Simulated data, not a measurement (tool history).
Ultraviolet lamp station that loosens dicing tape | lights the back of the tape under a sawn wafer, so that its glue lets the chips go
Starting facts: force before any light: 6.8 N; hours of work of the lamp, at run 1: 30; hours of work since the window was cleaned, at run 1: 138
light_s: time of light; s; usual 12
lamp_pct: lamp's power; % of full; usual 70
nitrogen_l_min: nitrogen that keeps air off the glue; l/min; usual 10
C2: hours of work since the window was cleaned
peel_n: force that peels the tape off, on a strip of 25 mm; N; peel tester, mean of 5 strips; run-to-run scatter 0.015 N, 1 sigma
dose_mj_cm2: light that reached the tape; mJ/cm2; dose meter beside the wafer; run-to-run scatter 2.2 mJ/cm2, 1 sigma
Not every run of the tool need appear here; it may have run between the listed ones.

Run 1, hour 0: usual settings; hours of work of the lamp 30; C2 138. Result: peel_n 0.749 N, dose_mj_cm2 190 mJ/cm2.
Run 2, hour 13.7: usual settings but nitrogen_l_min 15 l/min; hours of work of the lamp 38; C2 146. Result: peel_n 0.58 N, dose_mj_cm2 189 mJ/cm2.
Run 3, hour 33.6: usual settings but nitrogen_l_min 15 l/min; hours of work of the lamp 49; C2 157. Result: peel_n 0.581 N, dose_mj_cm2 186 mJ/cm2.
Run 4, hour 53.2: usual settings but nitrogen_l_min 15 l/min; hours of work of the lamp 60; C2 168. Result: peel_n 0.576 N, dose_mj_cm2 183 mJ/cm2.
Run 5, hour 66.7: usual settings but light_s 17 s; hours of work of the lamp 67; C2 176. Result: peel_n 0.403 N, dose_mj_cm2 258 mJ/cm2.
Run 6, hour 81.5: usual settings but light_s 17 s; hours of work of the lamp 75; C2 184. Result: peel_n 0.425 N, dose_mj_cm2 263 mJ/cm2.
Run 7, hour 98.8: usual settings but lamp_pct 72 % of full; hours of work of the lamp 85; C2 194. Result: peel_n 0.737 N, dose_mj_cm2 189 mJ/cm2.
Run 8, hour 108.6: usual settings but lamp_pct 72 % of full; hours of work of the lamp 91; C2 199. Result: peel_n 0.756 N, dose_mj_cm2 188 mJ/cm2.
Run 9, hour 127.8: usual settings but lamp_pct 72 % of full; hours of work of the lamp 101; C2 210. Result: peel_n 0.745 N, dose_mj_cm2 187 mJ/cm2.
Run 10, hour 150.8: usual settings but lamp_pct 87 % of full; hours of work of the lamp 114; C2 223. Result: peel_n 0.541 N, dose_mj_cm2 229 mJ/cm2.
Run 11, hour 166.2: usual settings but lamp_pct 64 % of full; hours of work of the lamp 123; C2 231. Result: peel_n 0.927 N, dose_mj_cm2 165 mJ/cm2.
Run 12, hour 182.5: usual settings but lamp_pct 64 % of full; hours of work of the lamp 132; C2 240. Result: peel_n 0.952 N, dose_mj_cm2 161 mJ/cm2.
Run 13, hour 194.4: usual settings but light_s 15 s, lamp_pct 64 % of full; hours of work of the lamp 139; C2 247. Result: peel_n 0.618 N, dose_mj_cm2 203 mJ/cm2.
Run 14, hour 205.3: usual settings but light_s 15 s, lamp_pct 64 % of full; hours of work of the lamp 145; C2 253. Result: peel_n 0.663 N, dose_mj_cm2 206 mJ/cm2.
Run 15, hour 225: usual settings; hours of work of the lamp 156; C2 264. Result: peel_n 0.81 N, dose_mj_cm2 180 mJ/cm2.
Run 16, hour 245.7: usual settings but light_s 6 s; hours of work of the lamp 167; C2 276. Result: peel_n 2.25 N, dose_mj_cm2 88 mJ/cm2.
Run 17, hour 262.9: usual settings; hours of work of the lamp 177; C2 285. Result: peel_n 0.839 N, dose_mj_cm2 177 mJ/cm2.
Run 18, hour 285.9: usual settings but light_s 21 s; hours of work of the lamp 190; C2 298. Result: peel_n 0.312 N, dose_mj_cm2 310 mJ/cm2.
Run 19, hour 296.7: usual settings but light_s 21 s; hours of work of the lamp 196; C2 304. Result: peel_n 0.334 N, dose_mj_cm2 305 mJ/cm2.
Run 20, hour 307.7: usual settings but light_s 21 s; hours of work of the lamp 202; C2 310. Result: peel_n 0.335 N, dose_mj_cm2 310 mJ/cm2.
Run 21, hour 317.9: usual settings; hours of work of the lamp 208; C2 316. Result: peel_n 0.867 N, dose_mj_cm2 173 mJ/cm2.
Run 22, hour 332.1: usual settings; hours of work of the lamp 216; C2 324. Result: peel_n 0.834 N, dose_mj_cm2 173 mJ/cm2.
At hour 334.3: window cleaned of glue's vapour.
Run 23, hour 356: usual settings but lamp_pct 85 % of full, nitrogen_l_min 12 l/min; hours of work of the lamp 229; C2 12. Result: peel_n 0.57 N, dose_mj_cm2 204 mJ/cm2.
Run 24, hour 373.7: usual settings but light_s 21 s, lamp_pct 71 % of full; hours of work of the lamp 239; C2 22. Result: peel_n 0.35 N, dose_mj_cm2 294 mJ/cm2.
Run 25, hour 389.2: usual settings but light_s 21 s, lamp_pct 71 % of full; hours of work of the lamp 247; C2 31. Result: peel_n 0.358 N, dose_mj_cm2 291 mJ/cm2.
At hour 404.1: window cleaned of glue's vapour, once more.
Run 26, hour 404.9: usual settings but light_s 15 s, lamp_pct 67 % of full, nitrogen_l_min 7 l/min; hours of work of the lamp 256; C2 0. Result: peel_n 0.731 N, dose_mj_cm2 228 mJ/cm2.
Run 27, hour 420.4: usual settings but light_s 15 s, lamp_pct 67 % of full, nitrogen_l_min 7 l/min; hours of work of the lamp 265; C2 9. Result: peel_n 0.749 N, dose_mj_cm2 221 mJ/cm2.
Run 28, hour 442.4: usual settings but light_s 15 s, lamp_pct 67 % of full, nitrogen_l_min 7 l/min; hours of work of the lamp 277; C2 21. Result: peel_n 0.714 N, dose_mj_cm2 220 mJ/cm2.
Run 29, hour 462.4: usual settings but light_s 15 s, lamp_pct 67 % of full, nitrogen_l_min 7 l/min; hours of work of the lamp 288; C2 33. Result: peel_n 0.761 N, dose_mj_cm2 218 mJ/cm2.
Run 30, hour 473.1: usual settings but lamp_pct 69 % of full, nitrogen_l_min 9 l/min; hours of work of the lamp 294; C2 39. Result: peel_n 0.887 N, dose_mj_cm2 184 mJ/cm2.
Run 31, hour 489.5: usual settings but lamp_pct 89 % of full, nitrogen_l_min 4 l/min; hours of work of the lamp 303; C2 48. Result: peel_n 1.045 N, dose_mj_cm2 236 mJ/cm2.
Run 32, hour 501.5: usual settings but light_s 20 s, lamp_pct 90 % of full; hours of work of the lamp 310; C2 55. Result: peel_n 0.26 N, dose_mj_cm2 394 mJ/cm2.
Run 33, hour 519.9: usual settings but light_s 7 s, lamp_pct 86 % of full; hours of work of the lamp 320; C2 65. Result: peel_n 1.313 N, dose_mj_cm2 130 mJ/cm2.
Run 34, hour 533.2: usual settings but light_s 7 s, lamp_pct 86 % of full; hours of work of the lamp 328; C2 72. Result: peel_n 1.459 N, dose_mj_cm2 128 mJ/cm2.
Run 35, hour 548.9: usual settings but light_s 13 s, nitrogen_l_min 5 l/min; hours of work of the lamp 337; C2 81. Result: peel_n 1.173 N, dose_mj_cm2 196 mJ/cm2.
Run 36, hour 563.8: usual settings but nitrogen_l_min 19 l/min; hours of work of the lamp 345; C2 89. Result: peel_n 0.537 N, dose_mj_cm2 181 mJ/cm2.
Run 37, hour 581.7: usual settings but light_s 15 s, lamp_pct 80 % of full, nitrogen_l_min 4 l/min; hours of work of the lamp 355; C2 99. Result: peel_n 0.861 N, dose_mj_cm2 253 mJ/cm2.
Run 38, hour 597.9: usual settings but light_s 7 s, lamp_pct 92 % of full, nitrogen_l_min 13 l/min; hours of work of the lamp 364; C2 108. Result: peel_n 1.103 N, dose_mj_cm2 138 mJ/cm2.
Run 39, hour 609.1: usual settings but light_s 7 s, lamp_pct 87 % of full, nitrogen_l_min 13 l/min; hours of work of the lamp 370; C2 115. Result: peel_n 1.176 N, dose_mj_cm2 129 mJ/cm2.
Run 40, hour 629.6: usual settings but light_s 7 s, lamp_pct 87 % of full, nitrogen_l_min 13 l/min; hours of work of the lamp 382; C2 126. Result: peel_n 1.219 N, dose_mj_cm2 126 mJ/cm2.
Run 41, hour 645.7: usual settings but light_s 7 s, lamp_pct 87 % of full, nitrogen_l_min 13 l/min; hours of work of the lamp 391; C2 135. Result: peel_n 1.252 N, dose_mj_cm2 127 mJ/cm2.
Run 42, hour 665.5: usual settings but light_s 7 s, lamp_pct 87 % of full, nitrogen_l_min 13 l/min; hours of work of the lamp 402; C2 146. Result: peel_n 1.223 N, dose_mj_cm2 125 mJ/cm2.
Run 43, hour 677.8: usual settings but light_s 7 s, lamp_pct 91 % of full, nitrogen_l_min 4 l/min; hours of work of the lamp 409; C2 153. Result: peel_n 2.205 N, dose_mj_cm2 134 mJ/cm2.

What differs in the tool's unlogged condition from the final listed run ahead of each entry between runs to the first listed run following it?
Logged between run 22 and run 23: window cleaned of glue's vapour (hour 334.3)
  lamp's light, % of a new lamp's: 96 -> 95.8; light that the window lets through, % of a clean one's: 92.7 -> 88.5
  measured value less the no-hidden-state value, peel_n: +0.157 -> +0.146 N; dose_mj_cm2: -21 -> -36 mJ/cm2
Logged between run 25 and run 26: window cleaned of glue's vapour, once more (hour 404.1)
  lamp's light, % of a new lamp's: 95.6 -> 95.4; light that the window lets through, % of a clean one's: 88 -> 99.6
  measured value less the no-hidden-state value, peel_n: +0.07 -> +0.065 N; dose_mj_cm2: -55 -> -11 mJ/cm2
